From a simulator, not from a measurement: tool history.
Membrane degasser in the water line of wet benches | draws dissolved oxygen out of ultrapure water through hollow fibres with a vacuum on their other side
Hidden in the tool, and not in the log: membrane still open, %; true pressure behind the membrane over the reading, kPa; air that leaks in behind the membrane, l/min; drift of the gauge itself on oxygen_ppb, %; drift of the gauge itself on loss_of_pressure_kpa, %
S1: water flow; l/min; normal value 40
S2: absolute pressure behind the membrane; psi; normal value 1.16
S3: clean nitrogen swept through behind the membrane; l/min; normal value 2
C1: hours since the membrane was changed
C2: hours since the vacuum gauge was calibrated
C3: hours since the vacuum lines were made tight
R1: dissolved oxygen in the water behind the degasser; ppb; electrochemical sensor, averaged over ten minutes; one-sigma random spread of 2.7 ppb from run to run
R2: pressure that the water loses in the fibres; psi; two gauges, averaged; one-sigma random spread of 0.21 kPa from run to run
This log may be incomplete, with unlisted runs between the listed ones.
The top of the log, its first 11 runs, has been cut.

Run 12, hour 711: usual settings; C1 802; C2 520; C3 4228. Result: R1 276.5 ppb, R2 6.788 psi.
Run 13, hour 759.9: usual settings; C1 851; C2 569; C3 4277. Result: R1 270.9 ppb, R2 6.775 psi.
Run 14, hour 839.3: usual settings; C1 931; C2 648; C3 4357. Result: R1 274.3 ppb, R2 6.756 psi.
Run 15, hour 908.9: usual settings; C1 1000; C2 718; C3 4426. Result: R1 275.9 ppb, R2 6.84 psi.
Run 16, hour 985.3: usual settings; C1 1077; C2 794; C3 4503. Result: R1 269.8 ppb, R2 6.892 psi.
Run 17, hour 1050.6: usual settings; C1 1142; C2 860; C3 4568. Result: R1 272.2 ppb, R2 6.83 psi.
Run 18, hour 1130.2: usual settings but S3 3.85 l/min; C1 1222; C2 939; C3 4648. Result: R1 184 ppb, R2 6.821 psi.
Run 19, hour 1217.7: usual settings but S1 63 l/min; C1 1309; C2 1027; C3 4735. Result: R1 480.8 ppb, R2 10.784 psi.
Run 20, hour 1286: usual settings but S1 58 l/min, S2 1.162 psi; C1 1377; C2 1095; C3 4803. Result: R1 433.1 ppb, R2 9.912 psi.
Run 21, hour 1339: usual settings but S1 45 l/min, S2 1.012 psi; C1 1430; C2 1148; C3 4856. Result: R1 268.9 ppb, R2 7.668 psi.
Run 22, hour 1422.3: usual settings but S1 45 l/min, S2 1.012 psi; C1 1514; C2 1231; C3 4940. Result: R1 270.9 ppb, R2 7.646 psi.
Run 23, hour 1500.4: usual settings but S3 4.34 l/min; C1 1592; C2 1309; C3 5018. Result: R1 169.2 ppb, R2 6.912 psi.
Run 24, hour 1572.8: usual settings but S1 45 l/min, S2 0.732 psi, S3 1.28 l/min; C1 1664; C2 1382; C3 5090. Result: R1 221.7 ppb, R2 7.717 psi.
Run 25, hour 1655.9: usual settings but S1 39 l/min, S2 0.732 psi, S3 5.06 l/min; C1 1747; C2 1465; C3 5173. Result: R1 100 ppb, R2 6.695 psi.
Run 26, hour 1711.9: usual settings but S1 29 l/min, S2 1.221 psi, S3 2.15 l/min; C1 1803; C2 1521; C3 5229. Result: R1 193 ppb, R2 4.962 psi.
Run 27, hour 1764.6: usual settings but S1 29 l/min, S2 1.221 psi, S3 2.15 l/min; C1 1856; C2 1574; C3 5282. Result: R1 193.6 ppb, R2 4.978 psi.
Run 28, hour 1850.1: usual settings but S1 54 l/min, S2 1.221 psi, S3 1.85 l/min; C1 1941; C2 1659; C3 5368. Result: R1 445.6 ppb, R2 9.294 psi.

Predict the results of run 29:
Run 29, hour 1918.7: usual settings but S1 36 l/min, S2 0.962 psi, S3 1.18 l/min; C1 2010; C2 1728; C3 5436. Result: R1 ?, R2 ?.

{"run 29": {"R1": 267.4, "R2": 6.184}}
Had the tool carried no hidden state, the very same run would have given R1 258 ppb, R2 6.09 psi.
